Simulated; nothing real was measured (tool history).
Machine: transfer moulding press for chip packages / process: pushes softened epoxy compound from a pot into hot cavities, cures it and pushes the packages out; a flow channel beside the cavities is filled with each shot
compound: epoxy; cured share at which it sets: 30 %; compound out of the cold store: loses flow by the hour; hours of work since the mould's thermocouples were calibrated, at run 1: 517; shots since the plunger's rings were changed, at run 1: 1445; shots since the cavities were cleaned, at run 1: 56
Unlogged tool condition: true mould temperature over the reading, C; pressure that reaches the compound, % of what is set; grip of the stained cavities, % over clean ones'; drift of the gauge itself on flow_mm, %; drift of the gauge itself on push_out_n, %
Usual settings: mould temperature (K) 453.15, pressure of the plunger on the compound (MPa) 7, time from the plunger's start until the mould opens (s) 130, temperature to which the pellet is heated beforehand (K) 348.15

| run | hour | mould temperature (K) | pressure of the plunger on the compound (MPa) | time from the plunger's start until the mould opens (s) | temperature to which the pellet is heated beforehand (K) | hours of work since the mould's thermocouples were calibrated | shots since the plunger's rings were changed | shots since the cavities were cleaned | incoming compound's hours out of the cold store | length that the compound runs in the flow channel (mm) | greatest force on the pins that push the packages out (N) |
|---|---|---|---|---|---|---|---|---|---|---|---|
| 1 | 0 | 453.15 | 7 | 130 | 348.15 | 517 | 1445 | 56 | 47.8 | 725 | 524 |
| 2 | 11.8 | 453.15 | 7 | 130 | 355.15 | 527 | 1588 | 199 | 15.4 | 893 | 581 |
| 3 | 21.9 | 453.15 | 7 | 130 | 355.15 | 535 | 1710 | 321 | 31.5 | 801 | 584 |
| 4 | 38.5 | 453.15 | 7 | 130 | 355.15 | 548 | 1910 | 521 | 11.1 | 906 | 657 |
| 5 | 51.2 | 453.15 | 7 | 130 | 355.15 | 558 | 2064 | 675 | 15.1 | 889 | 686 |
|  | 54.8 | cavities cleaned with cleaning compound and waxed |
| 6 | 62.9 | 453.15 | 7 | 130 | 355.15 | 566 | 2187 | 98 | 39.1 | 757 | 550 |
| 7 | 70.8 | 453.15 | 7.94 | 130 | 355.15 | 572 | 2283 | 194 | 34.4 | 823 | 562 |
| 8 | 81.3 | 453.15 | 7 | 132 | 348.15 | 580 | 2410 | 321 | 14.4 | 875 | 622 |
| 9 | 98.2 | 453.15 | 7 | 132 | 348.15 | 593 | 2614 | 525 | 9.6 | 917 | 698 |
| 10 | 111.5 | 453.15 | 7 | 132 | 348.15 | 604 | 2775 | 686 | 23.1 | 824 | 694 |
|  | 114.6 | cavities cleaned with cleaning compound and waxed |
| 11 | 121.4 | 453.15 | 7 | 132 | 348.15 | 610 | 2876 | 82 | 37.5 | 753 | 515 |
| 12 | 134 | 453.15 | 7 | 132 | 348.15 | 620 | 3028 | 234 | 13.5 | 869 | 599 |
| 13 | 146.8 | 453.15 | 7 | 132 | 348.15 | 630 | 3183 | 389 | 35.1 | 766 | 623 |
| 14 | 160.4 | 453.15 | 7 | 123 | 348.15 | 641 | 3347 | 553 | 31.6 | 775 | 723 |
|  | 173.6 | cavities cleaned with cleaning compound and waxed |
| 15 | 176.7 | 453.15 | 7 | 123 | 348.15 | 653 | 3526 | 36 | 35.5 | 751 | 548 |
|  | 195 | mould's thermocouples calibrated |
| 16 | 195 | 447.15 | 7 | 118 | 352.15 | 0 | 3724 | 234 | 33.6 | 775 | 915 |
| 17 | 201.9 | 453.15 | 7 | 117 | 352.15 | 5 | 3807 | 317 | 23.4 | 816 | 694 |
| 18 | 216.5 | 459.15 | 7 | 130 | 348.15 | 17 | 3983 | 493 | 8.9 | 874 | 554 |
| 19 | 227.2 | 453.15 | 5.25 | 167 | 339.15 | 25 | 4112 | 622 | 14.2 | 738 | 592 |
|  | 235.3 | cavities cleaned with cleaning compound and waxed |
| 20 | 236.9 | 453.15 | 5.25 | 167 | 339.15 | 32 | 4212 | 20 | 30.6 | 656 | 454 |
| 21 | 246 | 453.15 | 7.79 | 167 | 339.15 | 39 | 4322 | 130 | 23 | 837 | 511 |
| 22 | 256.6 | 453.15 | 7.95 | 129 | 356.15 | 47 | 4450 | 258 | 36.4 | 784 | 575 |
| 23 | 271.6 | 453.15 | 7.95 | 129 | 356.15 | 59 | 4632 | 440 | 43.3 | 742 | 625 |
| 24 | 287.9 | 453.15 | 7.95 | 129 | 356.15 | 72 | 4829 | 637 | 28.1 | 816 | 669 |
|  | 295.4 | cavities cleaned with cleaning compound and waxed |
| 25 | 306.1 | 453.15 | 8.64 | 122 | 352.15 | 85 | 5030 | 129 | 31.7 | 816 | 584 |
| 26 | 315.1 | 447.15 | 8.64 | 149 | 352.15 | 92 | 5139 | 238 | 12.1 | 951 | 614 |
| 27 | 331.1 | 453.15 | 7.09 | 130 | 345.15 | 105 | 5332 | 431 | 31.1 | 738 | 628 |
| 28 | 340.1 | 453.15 | 7.09 | 130 | 355.15 | 112 | 5441 | 540 | 35.1 | 732 | 678 |

Below are 3 alternative next runs, each starting from the tool's condition after run 28. Predict each:
|  | 352.5 | plunger's sealing rings changed |
|  | 357.7 | cavities cleaned with cleaning compound and waxed |
| A | 359.7 | 450.15 | 7.09 | 130 | 355.15 | 124 | 69 | 24 | 16.1 | ? | ? |
|  | 352.5 | plunger's sealing rings changed |
|  | 357.7 | cavities cleaned with cleaning compound and waxed |
| B | 359.7 | 460.15 | 7 | 130 | 349.15 | 124 | 69 | 24 | 46.7 | ? | ? |
|  | 352.5 | plunger's sealing rings changed |
|  | 357.7 | cavities cleaned with cleaning compound and waxed |
| C | 359.7 | 457.15 | 8.6 | 130 | 348.15 | 124 | 69 | 24 | 44.5 | ? | ? |

| run | length that the compound runs in the flow channel (mm) | greatest force on the pins that push the packages out (N) |
|---|---|---|
| A | 940 | 599 |
| B | 735 | 471 |
| C | 825 | 462 |
Without the tool's hidden state the same runs would have given:
| run | length that the compound runs in the flow channel (mm) | greatest force on the pins that push the packages out (N) |
|---|---|---|
| A | 942 | 568 |
| B | 737 | 454 |
| C | 827 | 445 |
